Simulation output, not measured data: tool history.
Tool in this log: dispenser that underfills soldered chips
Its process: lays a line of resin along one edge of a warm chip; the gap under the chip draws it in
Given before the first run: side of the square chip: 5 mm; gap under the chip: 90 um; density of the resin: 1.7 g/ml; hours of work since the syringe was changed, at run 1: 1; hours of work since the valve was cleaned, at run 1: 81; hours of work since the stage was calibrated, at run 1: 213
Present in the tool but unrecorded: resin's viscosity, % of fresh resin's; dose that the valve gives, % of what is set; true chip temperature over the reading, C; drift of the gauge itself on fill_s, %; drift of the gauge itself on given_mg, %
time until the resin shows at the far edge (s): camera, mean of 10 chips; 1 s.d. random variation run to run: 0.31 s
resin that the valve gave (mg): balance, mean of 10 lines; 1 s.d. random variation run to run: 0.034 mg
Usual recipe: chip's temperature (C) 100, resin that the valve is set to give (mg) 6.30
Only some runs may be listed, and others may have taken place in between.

run	day	chip's temperature (C)	resin that the valve is set to give (mg)	hours of work since the syringe was changed	hours of work since the valve was cleaned	hours of work since the stage was calibrated	time until the resin shows at the far edge (s)	resin that the valve gave (mg)
1	0.000	100	6.30	1	81	213	9.2	6.14
2	0.258	100	6.30	5	85	216	12.2	6.15
# day 0.292: new syringe of resin
3	0.588	100	6.05	4	89	221	10.6	5.89
# day 0.650: new syringe of resin
4	0.938	100	7.84	4	94	226	10.5	7.60
# day 1.012: new syringe of resin
5	1.254	86	6.30	4	99	231	17.6	6.12
# day 1.367: new syringe of resin
6	1.604	86	6.30	4	104	236	17.2	6.06
# day 1.738: new syringe of resin
7	1.812	86	6.30	1	107	238	15.1	6.08
# day 2.104: new syringe of resin
8	2.179	100	6.30	1	112	244	9.1	6.11
# day 2.467: new syringe of resin
9	2.512	100	6.30	1	117	248	9.0	6.05
10	2.692	100	6.30	3	119	251	10.3	6.02
# day 2.838: new syringe of resin
11	3.021	100	6.30	3	124	256	9.9	6.05
# day 3.192: new syringe of resin
12	3.296	100	6.30	2	128	260	9.0	6.05
# day 3.567: new syringe of resin
13	3.596	88	6.30	0	132	264	12.7	6.03
14	3.767	88	6.10	3	135	266	15.6	5.87
# day 3.933: new syringe of resin
15	3.967	88	6.10	0	137	269	12.5	5.83
# day 4.292: new syringe of resin
16	4.296	88	6.10	0	142	274	12.5	5.79
17	4.504	88	6.10	3	145	277	15.6	5.86
# day 4.642: dispensing valve cleaned and set on the balance
# day 4.708: new syringe of resin
18	4.892	88	6.10	3	3	282	15.2	6.11
# day 5.067: new syringe of resin
19	5.242	109	7.77	3	8	287	6.9	7.74
# day 5.429: new syringe of resin
20	5.533	109	7.77	1	13	291	7.0	7.69
21	5.767	94	6.30	5	16	294	14.4	6.32
# day 5.800: new syringe of resin
22	6.000	106	6.38	3	19	298	8.7	6.28
# day 6.158: new syringe of resin
23	6.158	106	6.38	0	21	300	6.5	6.35
# day 6.521: new syringe of resin
24	6.525	106	6.38	0	27	305	6.1	6.29
25	6.842	100	5.95	5	31	310	11.3	5.94
# day 6.892: new syringe of resin
26	7.167	100	5.95	4	36	314	11.0	5.92
# day 7.258: new syringe of resin
27	7.450	88	5.89	3	40	318	16.2	5.80
# day 7.633: new syringe of resin
28	7.779	106	5.61	2	45	323	7.8	5.53
29	7.954	100	7.37	5	47	326	11.6	7.31
# day 8.008: new syringe of resin
30	8.258	100	7.37	4	52	330	10.8	7.18
# day 8.362: new syringe of resin
31	8.571	100	7.89	3	56	334	10.3	7.77

Hidden state or all else? Some run-to-run changes of time until the resin shows at the far edge (s), split into what the settings, what came in and random variation would give without the hidden state, and what is left for the hidden state (with any gauge scatter that isn't in both results):
Run 16 -> 17: no setting changed, nothing entered. time until the resin shows at the far edge (s) +3.1: hidden state +3.3, all else -0.2.
Run 18 -> 19: chip's temperature (C) 88 -> 109, resin that the valve is set to give (mg) 6.10 -> 7.77, new syringe of resin. time until the resin shows at the far edge (s) -8.3: hidden state -1.5, all else -6.8.
Run 20 -> 21: chip's temperature (C) 109 -> 94, resin that the valve is set to give (mg) 7.77 -> 6.30. time until the resin shows at the far edge (s) +7.4: hidden state +3.5, all else +3.9.
Run 24 -> 25: chip's temperature (C) 106 -> 100, resin that the valve is set to give (mg) 6.38 -> 5.95. time until the resin shows at the far edge (s) +5.2: hidden state +3.3, all else +1.9.
Run 27 -> 28: chip's temperature (C) 88 -> 106, resin that the valve is set to give (mg) 5.89 -> 5.61, new syringe of resin. time until the resin shows at the far edge (s) -8.4: hidden state -1.4, all else -7.0.

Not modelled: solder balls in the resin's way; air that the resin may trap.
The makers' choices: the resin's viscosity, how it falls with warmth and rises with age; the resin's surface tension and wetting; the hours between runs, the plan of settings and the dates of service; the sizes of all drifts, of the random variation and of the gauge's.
